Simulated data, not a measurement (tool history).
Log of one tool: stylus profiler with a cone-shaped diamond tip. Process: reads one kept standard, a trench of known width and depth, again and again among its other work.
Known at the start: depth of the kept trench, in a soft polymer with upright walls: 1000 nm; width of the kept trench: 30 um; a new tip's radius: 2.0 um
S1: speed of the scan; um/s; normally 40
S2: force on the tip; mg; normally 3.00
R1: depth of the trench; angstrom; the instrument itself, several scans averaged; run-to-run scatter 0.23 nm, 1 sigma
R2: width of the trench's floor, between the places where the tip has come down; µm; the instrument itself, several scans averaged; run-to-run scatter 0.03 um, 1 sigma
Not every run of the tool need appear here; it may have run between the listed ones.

run   hour   S1    S2       R1     R2
  1    0.0   40  3.00  10135.1  26.36
  2   15.9   40  3.00  10133.2  26.34
  3   37.6   40  8.75  10286.2  26.41
  4   55.6   40  2.98  10141.6  26.32
  5   78.8  130  2.98  10138.1  25.85
  6  102.3  130  2.98  10136.3  25.82
  7  116.7  130  2.98  10134.6  25.90
  8  133.0  110  5.68  10208.6  26.08
  9  145.6   16  6.72  10236.9  26.52
 10  157.9   98  3.15  10142.4  26.00
 11  178.5   98  3.15  10140.4  26.05
 12  196.6   98  3.15  10142.6  26.02

Consider 3 possible next runs. They are alternatives, not a sequence: every one starts from the tool as it was left by run 12. What does each give?
  A  216.5   17  7.81   ?   ?
  B  216.5   12  4.40   ?   ?
  C  216.5  116  1.84   ?   ?

run       R1     R2
  A  10255.8  26.47
  B  10176.6  26.49
  C  10098.1  25.78
Without the tool's hidden state the same runs would have given:
run       R1     R2
  A  10255.7  26.47
  B  10176.5  26.49
  C  10098.1  25.78
